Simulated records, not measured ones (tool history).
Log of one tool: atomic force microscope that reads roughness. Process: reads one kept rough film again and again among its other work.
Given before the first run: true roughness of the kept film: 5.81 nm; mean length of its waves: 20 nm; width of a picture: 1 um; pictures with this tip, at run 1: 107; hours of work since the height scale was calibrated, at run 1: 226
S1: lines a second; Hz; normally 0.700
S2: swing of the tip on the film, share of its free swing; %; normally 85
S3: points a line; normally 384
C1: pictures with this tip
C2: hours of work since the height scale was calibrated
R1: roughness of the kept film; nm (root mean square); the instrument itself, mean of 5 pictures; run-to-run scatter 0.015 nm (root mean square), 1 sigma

Run 1, day 0.000: usual settings; C1 107; C2 226. Result: R1 3.029 nm (root mean square).
Run 2, day 0.442: usual settings; C1 122; C2 234. Result: R1 2.986 nm (root mean square).
Run 3, day 0.879: usual settings; C1 137; C2 243. Result: R1 2.917 nm (root mean square).
Run 4, day 1.254: usual settings; C1 150; C2 250. Result: R1 2.859 nm (root mean square).
Run 5, day 1.821: usual settings but S1 0.519 Hz; C1 169; C2 261. Result: R1 2.839 nm (root mean square).
Run 6, day 2.242: usual settings but S1 0.519 Hz; C1 183; C2 268. Result: R1 2.783 nm (root mean square).
Run 7, day 2.558: usual settings but S1 0.519 Hz; C1 194; C2 274. Result: R1 2.735 nm (root mean square).
Run 8, day 2.988: usual settings but S1 0.519 Hz; C1 208; C2 283. Result: R1 2.713 nm (root mean square).
Run 9, day 3.267: usual settings; C1 218; C2 288. Result: R1 2.641 nm (root mean square).
Run 10, day 3.596: usual settings but S3 434; C1 229; C2 294. Result: R1 2.663 nm (root mean square).
Run 11, day 3.983: usual settings but S2 63 %, S3 434; C1 242; C2 302. Result: R1 2.658 nm (root mean square).
Run 12, day 4.533: usual settings but S2 63 %, S3 434; C1 260; C2 312. Result: R1 2.619 nm (root mean square).
Run 13, day 4.892: usual settings but S2 63 %, S3 434; C1 272; C2 319. Result: R1 2.555 nm (root mean square).
Run 14, day 5.429: usual settings but S2 63 %, S3 434; C1 290; C2 329. Result: R1 2.537 nm (root mean square).
Run 15, day 5.946: usual settings but S2 63 %, S3 434; C1 308; C2 339. Result: R1 2.495 nm (root mean square).
At day 6.033: new tip fitted.
Run 16, day 6.400: usual settings but S2 63 %, S3 434; C1 13; C2 347. Result: R1 3.462 nm (root mean square).
Run 17, day 6.867: usual settings but S2 63 %, S3 434; C1 28; C2 356. Result: R1 3.410 nm (root mean square).
Run 18, day 7.229: usual settings but S2 63 %, S3 434; C1 41; C2 363. Result: R1 3.321 nm (root mean square).
Run 19, day 7.733: usual settings; C1 57; C2 372. Result: R1 3.181 nm (root mean square).
Run 20, day 8.221: usual settings; C1 74; C2 381. Result: R1 3.097 nm (root mean square).
Run 21, day 8.475: usual settings; C1 83; C2 386. Result: R1 3.097 nm (root mean square).
Run 22, day 8.746: usual settings; C1 92; C2 391. Result: R1 3.028 nm (root mean square).
Run 23, day 9.021: usual settings but S2 63 %; C1 101; C2 397. Result: R1 3.083 nm (root mean square).
Run 24, day 9.300: usual settings but S2 63 %; C1 110; C2 402. Result: R1 2.980 nm (root mean square).
Run 25, day 9.533: usual settings but S1 0.852 Hz; C1 118; C2 406. Result: R1 2.922 nm (root mean square).
Run 26, day 9.971: usual settings; C1 133; C2 415. Result: R1 2.897 nm (root mean square).
Run 27, day 10.317: usual settings; C1 144; C2 421. Result: R1 2.863 nm (root mean square).
Run 28, day 10.871: usual settings but S3 966; C1 163; C2 432. Result: R1 2.867 nm (root mean square).
Run 29, day 11.283: usual settings but S1 0.523 Hz, S2 64 %; C1 177; C2 440. Result: R1 2.791 nm (root mean square).
Run 30, day 11.554: usual settings but S1 1.341 Hz, S2 73 %, S3 838; C1 186; C2 445. Result: R1 2.736 nm (root mean square).
Run 31, day 12.046: usual settings but S2 64 %; C1 203; C2 454. Result: R1 2.708 nm (root mean square).
Run 32, day 12.325: usual settings but S2 64 %; C1 212; C2 459. Result: R1 2.684 nm (root mean square).
Run 33, day 12.621: usual settings but S2 64 %; C1 222; C2 465. Result: R1 2.681 nm (root mean square).
Run 34, day 12.967: usual settings but S2 64 %; C1 234; C2 471. Result: R1 2.625 nm (root mean square).
Run 35, day 13.471: usual settings but S1 2.619 Hz, S2 63 %, S3 551; C1 251; C2 481. Result: R1 2.556 nm (root mean square).
Run 36, day 13.938: usual settings but S1 1.406 Hz, S2 76 %; C1 267; C2 490. Result: R1 2.478 nm (root mean square).
Run 37, day 14.412: usual settings but S1 1.406 Hz, S2 76 %; C1 283; C2 499. Result: R1 2.447 nm (root mean square).
Run 38, day 14.954: usual settings but S1 2.000 Hz, S2 76 %, S3 296; C1 301; C2 509. Result: R1 2.340 nm (root mean square).
At day 15.250: new tip fitted.
Run 39, day 15.296: usual settings but S3 345; C1 2; C2 515. Result: R1 3.522 nm (root mean square).
Run 40, day 15.583: usual settings but S1 1.618 Hz, S2 90 %; C1 11; C2 521. Result: R1 3.301 nm (root mean square).
Run 41, day 15.817: usual settings but S2 63 %, S3 1019; C1 19; C2 525. Result: R1 3.550 nm (root mean square).
Run 42, day 16.121: usual settings but S2 63 %, S3 1019; C1 29; C2 531. Result: R1 3.497 nm (root mean square).
Run 43, day 16.650: usual settings but S3 346; C1 47; C2 541. Result: R1 3.286 nm (root mean square).
Run 44, day 17.154: usual settings but S3 346; C1 64; C2 550. Result: R1 3.204 nm (root mean square).
Run 45, day 17.650: usual settings but S3 346; C1 81; C2 560. Result: R1 3.146 nm (root mean square).
Run 46, day 17.933: usual settings but S1 1.165 Hz, S3 774; C1 91; C2 565. Result: R1 3.109 nm (root mean square).
Run 47, day 18.462: usual settings but S1 0.590 Hz, S3 774; C1 108; C2 575. Result: R1 3.110 nm (root mean square).
Run 48, day 18.750: usual settings but S2 72 %, S3 793; C1 118; C2 581. Result: R1 3.085 nm (root mean square).
Run 49, day 19.108: usual settings but S1 1.251 Hz, S2 64 %, S3 335; C1 130; C2 588. Result: R1 2.983 nm (root mean square).
Run 50, day 19.467: usual settings but S1 2.121 Hz, S2 80 %; C1 142; C2 594. Result: R1 2.849 nm (root mean square).

The next listed run, before its measurement:
Run 51, day 19.817: usual settings but S3 426; C1 154; C2 601. Result: R1 ?.

R1: 2.914 nm (root mean square)
With the hidden condition absent and the run-to-run variation left alone, this run would have shown R1 3.569 nm (root mean square).
